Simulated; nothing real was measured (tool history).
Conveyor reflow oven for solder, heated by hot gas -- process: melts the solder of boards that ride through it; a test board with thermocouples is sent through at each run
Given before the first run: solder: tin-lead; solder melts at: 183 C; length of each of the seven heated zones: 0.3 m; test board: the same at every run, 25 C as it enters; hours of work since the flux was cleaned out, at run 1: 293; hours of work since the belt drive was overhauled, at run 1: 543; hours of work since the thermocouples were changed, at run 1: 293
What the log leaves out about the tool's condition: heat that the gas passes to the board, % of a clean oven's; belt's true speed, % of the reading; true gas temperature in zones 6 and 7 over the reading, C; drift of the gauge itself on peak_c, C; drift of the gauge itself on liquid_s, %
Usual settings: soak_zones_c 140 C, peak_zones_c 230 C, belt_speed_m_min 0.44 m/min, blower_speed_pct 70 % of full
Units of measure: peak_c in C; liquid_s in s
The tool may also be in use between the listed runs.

run     day  soak_zones_c  peak_zones_c  belt_speed_m_min  blower_speed_pct  hours of work since the flux was cleaned out  hours of work since the belt drive was overhauled  hours of work since the thermocouples were changed  peak_c  liquid_s
  1       0           140           230              0.44                70                                           293                                                543                                                 293   212.3      58.3
  2   1.333           140           230             0.414                70                                           307                                                557                                                 307   214.9      64.3
  3   2.612           140           230              0.44                70                                           321                                                571                                                 321   212.8      58.5
  4     3.4           140           230              0.44                70                                           330                                                579                                                 330   212.3      58.2
  5   4.138           140           230              0.44                70                                           337                                                587                                                 337   212.4      58.5
      5.246  -- flux residue cleaned out of gas plates and filters
  6    5.65           140           230              0.44                70                                             4                                                602                                                 352     214      59.8
  7   6.342           147           230              0.44                70                                            12                                                609                                                 359   215.1      63.7
  8   7.071           140           230             0.398                70                                            20                                                617                                                 367   215.4      69.5
  9   8.675           140           230             0.398                70                                            37                                                634                                                 384   216.1      69.8
 10   9.421           140           230             0.517                70                                            45                                                642                                                 392   208.2      45.7
 11  10.812           146           230             0.517                70                                            60                                                657                                                 407   209.8        49
 12  11.883           146           230             0.517                70                                            72                                                669                                                 419   209.2      48.9
 13  13.071           155           230              0.44                70                                            84                                                682                                                 432   215.8      68.6
 14  14.533           155           230              0.44                70                                           100                                                697                                                 447   215.3      69.5
 15  15.471           140           230              0.44                70                                           110                                                708                                                 458   212.6      59.7
 16  16.838           140           230              0.44                70                                           125                                                722                                                 472   213.5      59.4
 17   17.75           140           230              0.44                70                                           135                                                732                                                 482   213.3      59.8
 18  18.821           140           230              0.44                70                                           147                                                744                                                 494   213.5      59.6
 19  20.338           138           227              0.44                70                                           163                                                760                                                 510   210.3      55.9
 20    21.8           140           232             0.417                70                                           179                                                776                                                 526   216.4      66.4
 21  22.729           128           228             0.518                70                                           189                                                786                                                 536   202.8      35.7
 22  23.696           140           230             0.422                70                                           199                                                796                                                 546   214.7      63.2
 23  24.858           140           230             0.525                70                                           212                                                809                                                 559   206.8      43.5
 24  25.929           152           245             0.387                84                                           223                                                820                                                 570   233.1      90.7
 25  27.158           152           245             0.387                84                                           236                                                834                                                 584   233.4      89.8
 26  28.525           127           233              0.44                78                                           251                                                848                                                 598   214.5        56
 27  29.504           140           245             0.384                59                                           262                                                859                                                 609   227.5      81.5
 28      31           154           240             0.453                72                                           278                                                875                                                 625   223.1      71.7
 29   32.55           140           222             0.486                70                                           295                                                892                                                 642   202.8      43.4
 30  33.533           131           232              0.36                66                                           305                                                902                                                 653   218.3      76.2

Branching from run 30: 4 alternative next runs. What would each branch give?
  A  34.454           137           240              0.44                86                                           315                                                912                                                 662       ?         ?
  B  34.454           143           236              0.36                76                                           315                                                912                                                 662       ?         ?
  C  34.454           140           241              0.44                70                                           315                                                912                                                 662       ?         ?
  D  34.454           143           223              0.36                60                                           315                                                912                                                 662       ?         ?

run  peak_c  liquid_s
  A   223.1      66.9
  B   224.9      86.3
  C   222.1      66.7
  D   210.2      73.4
Take away the tool's hidden state, keep each run's random variation, and the runs would have read:
run  peak_c  liquid_s
  A   224.5      66.1
  B   226.2      84.9
  C   223.4      65.9
  D   211.3      72.7
